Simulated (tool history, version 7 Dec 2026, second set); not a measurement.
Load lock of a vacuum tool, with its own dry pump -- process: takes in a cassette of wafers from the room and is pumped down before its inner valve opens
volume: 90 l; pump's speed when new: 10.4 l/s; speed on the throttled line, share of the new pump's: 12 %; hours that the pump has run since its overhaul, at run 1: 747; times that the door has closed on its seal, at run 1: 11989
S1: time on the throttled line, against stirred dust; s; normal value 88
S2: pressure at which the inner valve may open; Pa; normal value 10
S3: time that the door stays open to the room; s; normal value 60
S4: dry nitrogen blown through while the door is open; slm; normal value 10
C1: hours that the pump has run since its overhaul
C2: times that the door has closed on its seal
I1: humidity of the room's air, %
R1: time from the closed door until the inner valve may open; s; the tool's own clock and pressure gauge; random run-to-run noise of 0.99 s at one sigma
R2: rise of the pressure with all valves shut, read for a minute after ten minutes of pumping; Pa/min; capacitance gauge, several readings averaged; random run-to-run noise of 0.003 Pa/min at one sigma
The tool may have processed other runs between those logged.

run    hour   S1  S2   S3  S4    C1     C2    I1     R1     R2
  1       0   88  10   60  10   747  11989    46    158  0.127
  2   201.8   88  10   68  10   948  12446    45  157.7  0.136
  3   389.7   88  10   68  10  1136  12871  42.9  155.4  0.144
  4   699.4   88  10   68  10  1446  13572  48.3  157.7  0.151
  5   915.9   60  10   60  10  1662  14062  47.8  132.4  0.153
  6    1132   60  10  143  10  1879  14552  45.8    134   0.18
  7    1285   86  17   29  10  2032  14898  46.6  152.4  0.147
  8    1650  168  17   29  10  2397  15724  42.4  222.5  0.157
  9  1943.5   88  10   60   9  2690  16389  47.9  158.6  0.184
 10  2115.6   88   8   60   5  2862  16778  46.1  161.6  0.198

4 ways to go on from here, each from the tool as it stands after run 10. What would each give?
  A  2414.8  88  17  44  10  3161  17456  44.3   ?   ?
  B  2414.8  54   8  60   5  3161  17456  45.8   ?   ?
  C  2414.8  97  16  60  38  3161  17456  47.9   ?   ?
  D  2414.8  88   8  29  10  3161  17456  47.1   ?   ?

run     R1     R2
  A  152.7  0.197
  B  130.6   0.21
  C    161  0.183
  D    161  0.187
With no hidden state in the tool, these same runs would have given:
run     R1     R2
  A  151.9  0.031
  B  129.4  0.043
  C  160.2  0.019
  D  160.1   0.02
